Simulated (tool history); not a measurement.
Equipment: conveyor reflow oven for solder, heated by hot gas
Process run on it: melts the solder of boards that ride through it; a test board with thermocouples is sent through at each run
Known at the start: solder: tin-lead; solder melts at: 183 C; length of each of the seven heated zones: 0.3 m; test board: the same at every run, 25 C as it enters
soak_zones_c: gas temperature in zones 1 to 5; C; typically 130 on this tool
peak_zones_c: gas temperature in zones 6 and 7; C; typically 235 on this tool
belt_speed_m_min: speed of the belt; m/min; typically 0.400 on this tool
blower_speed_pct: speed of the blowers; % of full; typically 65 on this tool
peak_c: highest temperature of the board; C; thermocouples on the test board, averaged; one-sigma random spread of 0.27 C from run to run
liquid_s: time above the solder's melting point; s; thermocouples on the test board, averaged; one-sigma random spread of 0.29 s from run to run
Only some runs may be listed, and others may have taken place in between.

{"run": 1, "day": 0.0, "soak_zones_c": 130, "peak_zones_c": 235, "belt_speed_m_min": 0.4, "blower_speed_pct": 65, "peak_c": 218.9, "liquid_s": 65.3}
{"run": 2, "day": 0.338, "soak_zones_c": 130, "peak_zones_c": 235, "belt_speed_m_min": 0.4, "blower_speed_pct": 65, "peak_c": 218.2, "liquid_s": 66.1}
{"run": 3, "day": 0.95, "soak_zones_c": 130, "peak_zones_c": 235, "belt_speed_m_min": 0.4, "blower_speed_pct": 65, "peak_c": 218.3, "liquid_s": 65.4}
{"run": 4, "day": 1.292, "soak_zones_c": 130, "peak_zones_c": 235, "belt_speed_m_min": 0.4, "blower_speed_pct": 65, "peak_c": 218.3, "liquid_s": 65.5}
{"run": 5, "day": 1.671, "soak_zones_c": 124, "peak_zones_c": 235, "belt_speed_m_min": 0.4, "blower_speed_pct": 65, "peak_c": 216.9, "liquid_s": 62.2}
{"run": 6, "day": 2.0, "soak_zones_c": 124, "peak_zones_c": 235, "belt_speed_m_min": 0.4, "blower_speed_pct": 65, "peak_c": 217.4, "liquid_s": 62.2}
{"run": 7, "day": 2.558, "soak_zones_c": 124, "peak_zones_c": 235, "belt_speed_m_min": 0.4, "blower_speed_pct": 65, "peak_c": 217.0, "liquid_s": 61.8}
{"run": 8, "day": 3.021, "soak_zones_c": 124, "peak_zones_c": 235, "belt_speed_m_min": 0.4, "blower_speed_pct": 65, "peak_c": 217.0, "liquid_s": 62.2}
{"run": 9, "day": 3.425, "soak_zones_c": 130, "peak_zones_c": 235, "belt_speed_m_min": 0.4, "blower_speed_pct": 65, "peak_c": 218.1, "liquid_s": 64.8}
{"run": 10, "day": 4.033, "soak_zones_c": 117, "peak_zones_c": 235, "belt_speed_m_min": 0.4, "blower_speed_pct": 65, "peak_c": 215.7, "liquid_s": 58.8}
{"run": 11, "day": 4.458, "soak_zones_c": 117, "peak_zones_c": 235, "belt_speed_m_min": 0.4, "blower_speed_pct": 65, "peak_c": 215.8, "liquid_s": 58.6}
{"run": 12, "day": 5.029, "soak_zones_c": 142, "peak_zones_c": 235, "belt_speed_m_min": 0.4, "blower_speed_pct": 65, "peak_c": 219.4, "liquid_s": 71.8}
{"run": 13, "day": 5.529, "soak_zones_c": 142, "peak_zones_c": 235, "belt_speed_m_min": 0.4, "blower_speed_pct": 65, "peak_c": 219.4, "liquid_s": 71.4}
{"run": 14, "day": 5.904, "soak_zones_c": 142, "peak_zones_c": 235, "belt_speed_m_min": 0.4, "blower_speed_pct": 65, "peak_c": 219.9, "liquid_s": 71.7}
{"run": 15, "day": 6.517, "soak_zones_c": 133, "peak_zones_c": 235, "belt_speed_m_min": 0.4, "blower_speed_pct": 65, "peak_c": 218.1, "liquid_s": 67.0}
{"run": 16, "day": 7.142, "soak_zones_c": 133, "peak_zones_c": 235, "belt_speed_m_min": 0.4, "blower_speed_pct": 79, "peak_c": 221.7, "liquid_s": 70.4}
{"run": 17, "day": 7.746, "soak_zones_c": 133, "peak_zones_c": 235, "belt_speed_m_min": 0.4, "blower_speed_pct": 79, "peak_c": 222.1, "liquid_s": 69.9}
{"run": 18, "day": 8.125, "soak_zones_c": 135, "peak_zones_c": 235, "belt_speed_m_min": 0.339, "blower_speed_pct": 79, "peak_c": 226.2, "liquid_s": 88.9}
{"run": 19, "day": 8.75, "soak_zones_c": 117, "peak_zones_c": 234, "belt_speed_m_min": 0.4, "blower_speed_pct": 65, "peak_c": 214.0, "liquid_s": 57.0}
{"run": 20, "day": 9.212, "soak_zones_c": 131, "peak_zones_c": 235, "belt_speed_m_min": 0.4, "blower_speed_pct": 88, "peak_c": 223.3, "liquid_s": 71.3}
{"run": 21, "day": 9.512, "soak_zones_c": 133, "peak_zones_c": 235, "belt_speed_m_min": 0.423, "blower_speed_pct": 65, "peak_c": 216.1, "liquid_s": 60.0}
{"run": 22, "day": 9.829, "soak_zones_c": 136, "peak_zones_c": 224, "belt_speed_m_min": 0.423, "blower_speed_pct": 65, "peak_c": 207.0, "liquid_s": 52.4}
{"run": 23, "day": 10.204, "soak_zones_c": 119, "peak_zones_c": 235, "belt_speed_m_min": 0.4, "blower_speed_pct": 67, "peak_c": 216.0, "liquid_s": 59.3}

Estimate the outcome of run 24 from the log above:
{"run": 24, "day": 10.812, "soak_zones_c": 118, "peak_zones_c": 235, "belt_speed_m_min": 0.4, "blower_speed_pct": 67, "peak_c": "?", "liquid_s": "?"}

Run 24 measured peak_c 215.6 C, liquid_s 58.8 s.
On a tool with no hidden condition, and with the same random variation, this run would have come out at peak_c 217.9 C, liquid_s 61.4 s.

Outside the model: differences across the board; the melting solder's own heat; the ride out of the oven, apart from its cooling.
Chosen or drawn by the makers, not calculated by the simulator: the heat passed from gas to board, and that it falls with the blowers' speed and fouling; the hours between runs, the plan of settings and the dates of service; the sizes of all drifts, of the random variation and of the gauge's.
